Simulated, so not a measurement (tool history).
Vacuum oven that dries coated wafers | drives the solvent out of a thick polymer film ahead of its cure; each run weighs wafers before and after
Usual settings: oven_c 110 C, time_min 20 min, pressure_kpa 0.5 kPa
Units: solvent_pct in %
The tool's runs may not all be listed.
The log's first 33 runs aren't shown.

run,day,oven_c,time_min,pressure_kpa,solvent_pct
34,50.438,123,20,0.5,0.34
35,51.875,100,20,0.266,3.62
36,53.838,115,20,0.5,0.81
37,54.946,105,20,0.5,2.38
38,56.771,103,17,0.543,3.85
39,58.058,110,20,1.668,1.75
40,59.567,102,15,1.968,5.46
41,61.717,117,32,1.968,0.71
42,63.075,117,32,1.968,0.85
43,64.254,117,32,1.968,0.71
44,65.775,114,24,0.74,0.66
45,67.775,114,24,0.74,0.68
46,69.242,114,24,0.74,0.74
47,71.054,114,24,1.039,0.8
48,73.125,114,24,1.039,0.79

3 ways to go on from here, each from the tool as it stands after run 48. What would each give?
A,74.062,110,20,1.13,?
B,74.062,116,23,0.5,?
C,74.062,102,20,1.046,?

run,solvent_pct
A,1.67
B,0.57
C,3.53
Without the tool's hidden state the same runs would have given:
run,solvent_pct
A,1.35
B,0.37
C,3.08

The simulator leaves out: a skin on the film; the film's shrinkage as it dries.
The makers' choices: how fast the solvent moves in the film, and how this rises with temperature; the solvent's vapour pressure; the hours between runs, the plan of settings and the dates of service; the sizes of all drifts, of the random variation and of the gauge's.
